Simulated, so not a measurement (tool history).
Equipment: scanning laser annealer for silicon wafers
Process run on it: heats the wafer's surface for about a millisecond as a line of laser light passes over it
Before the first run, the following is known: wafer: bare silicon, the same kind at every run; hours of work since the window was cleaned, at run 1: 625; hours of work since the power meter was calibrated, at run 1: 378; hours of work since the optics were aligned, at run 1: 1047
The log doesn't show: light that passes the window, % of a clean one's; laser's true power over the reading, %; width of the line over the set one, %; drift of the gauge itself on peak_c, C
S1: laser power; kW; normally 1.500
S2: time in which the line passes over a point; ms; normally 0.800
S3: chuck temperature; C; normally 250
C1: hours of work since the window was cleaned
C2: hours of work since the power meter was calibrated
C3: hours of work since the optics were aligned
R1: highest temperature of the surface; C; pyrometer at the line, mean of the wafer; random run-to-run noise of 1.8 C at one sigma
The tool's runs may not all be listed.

Run 1, hour 0.0: usual settings; C1 625; C2 378; C3 1047. Result: R1 998 C.
Run 2, hour 18.1: usual settings; C1 637; C2 390; C3 1059. Result: R1 996 C.
Run 3, hour 40.8: usual settings; C1 652; C2 405; C3 1074. Result: R1 997 C.
At hour 52.3: optics aligned, line set to its width.
At hour 68.2: window over the wafer cleaned.
Run 4, hour 68.9: usual settings; C1 0; C2 419; C3 10. Result: R1 1000 C.
Run 5, hour 85.2: usual settings; C1 11; C2 429; C3 20. Result: R1 1001 C.
Run 6, hour 100.7: usual settings; C1 21; C2 440; C3 31. Result: R1 1002 C.
Run 7, hour 116.4: usual settings; C1 32; C2 450; C3 41. Result: R1 999 C.
Run 8, hour 126.5: usual settings; C1 38; C2 457; C3 48. Result: R1 998 C.
Run 9, hour 146.5: usual settings; C1 52; C2 470; C3 61. Result: R1 1001 C.
Run 10, hour 163.7: usual settings; C1 63; C2 481; C3 72. Result: R1 1001 C.
Run 11, hour 186.2: usual settings; C1 78; C2 496; C3 87. Result: R1 1000 C.
Run 12, hour 204.2: usual settings but S3 274 C; C1 90; C2 508; C3 99. Result: R1 1024 C.
Run 13, hour 222.6: usual settings but S1 1.306 kW; C1 102; C2 520; C3 111. Result: R1 878 C.
Run 14, hour 233.1: usual settings but S1 1.306 kW; C1 109; C2 527; C3 118. Result: R1 877 C.
Run 15, hour 246.1: usual settings; C1 117; C2 536; C3 127. Result: R1 1002 C.
Run 16, hour 258.4: usual settings; C1 126; C2 544; C3 135. Result: R1 1000 C.
Run 17, hour 272.3: usual settings; C1 135; C2 553; C3 144. Result: R1 997 C.
Run 18, hour 287.1: usual settings but S2 0.778 ms; C1 144; C2 563; C3 154. Result: R1 990 C.
Run 19, hour 307.3: usual settings but S2 0.778 ms; C1 158; C2 576; C3 167. Result: R1 988 C.
Run 20, hour 328.6: usual settings but S1 1.620 kW, S2 0.778 ms, S3 248 C; C1 172; C2 590; C3 181. Result: R1 1065 C.
Run 21, hour 344.1: usual settings but S1 1.390 kW, S3 263 C; C1 182; C2 600; C3 191. Result: R1 944 C.
Run 22, hour 353.6: usual settings but S2 0.790 ms; C1 188; C2 607; C3 198. Result: R1 994 C.
Run 23, hour 374.5: usual settings but S1 1.559 kW, S3 246 C; C1 202; C2 620; C3 211. Result: R1 1034 C.
Run 24, hour 389.7: usual settings but S1 1.337 kW, S2 0.626 ms, S3 264 C; C1 212; C2 631; C3 221. Result: R1 827 C.
Run 25, hour 402.3: usual settings but S1 1.337 kW, S2 0.748 ms, S3 254 C; C1 220; C2 639; C3 230. Result: R1 878 C.
Run 26, hour 415.2: usual settings but S1 1.646 kW, S2 0.748 ms, S3 254 C; C1 229; C2 647; C3 238. Result: R1 1069 C.
Run 27, hour 432.4: usual settings but S1 1.646 kW, S2 0.934 ms, S3 254 C; C1 240; C2 659; C3 250. Result: R1 1178 C.
Run 28, hour 455.6: usual settings but S1 1.545 kW; C1 256; C2 674; C3 265. Result: R1 1031 C.
Run 29, hour 470.2: usual settings but S1 1.355 kW; C1 265; C2 684; C3 274. Result: R1 907 C.
Run 30, hour 488.4: usual settings but S1 1.584 kW, S2 0.691 ms, S3 280 C; C1 277; C2 696; C3 286. Result: R1 1023 C.
Run 31, hour 508.1: usual settings but S1 1.360 kW, S2 0.687 ms; C1 290; C2 709; C3 300. Result: R1 857 C.
Run 32, hour 530.7: usual settings but S1 1.325 kW, S2 0.577 ms; C1 305; C2 724; C3 314. Result: R1 784 C.
Run 33, hour 553.3: usual settings but S3 257 C; C1 320; C2 739; C3 329. Result: R1 1007 C.
Run 34, hour 574.7: usual settings but S3 257 C; C1 334; C2 753; C3 344. Result: R1 1009 C.
Run 35, hour 595.6: usual settings but S1 1.429 kW, S3 236 C; C1 348; C2 766; C3 357. Result: R1 938 C.
Run 36, hour 611.9: usual settings but S1 1.429 kW, S2 0.643 ms, S3 236 C; C1 359; C2 777; C3 368. Result: R1 859 C.
Run 37, hour 624.7: usual settings but S1 1.452 kW, S2 0.643 ms, S3 254 C; C1 367; C2 786; C3 376. Result: R1 891 C.

Some steps in R1, run to run, broken into two amounts with sign: the step expected even without the hidden condition (settings, incoming material, random variation), and the rest, left for the hidden condition together with whatever gauge scatter is not in both the measured and the hidden-condition-free result:
Run 3 -> 4: optics aligned, line set to its width, window over the wafer cleaned. R1 +3 C: hidden state +3, all else +0.
Run 9 -> 10: nothing adjusted, nothing logged. R1 +0 C: hidden state -1, all else +1.
Run 23 -> 24: S1 1.559 -> 1.337, S2 0.800 -> 0.626, S3 246 -> 264. R1 -207 C: hidden state +0, all else -207.
Run 25 -> 26: S1 1.337 -> 1.646. R1 +191 C: hidden state +0, all else +191.
Run 32 -> 33: S1 1.325 -> 1.500, S2 0.577 -> 0.800, S3 250 -> 257. R1 +223 C: hidden state +0, all else +223.
Run 35 -> 36: S2 0.800 -> 0.643. R1 -79 C: hidden state +2, all else -81.
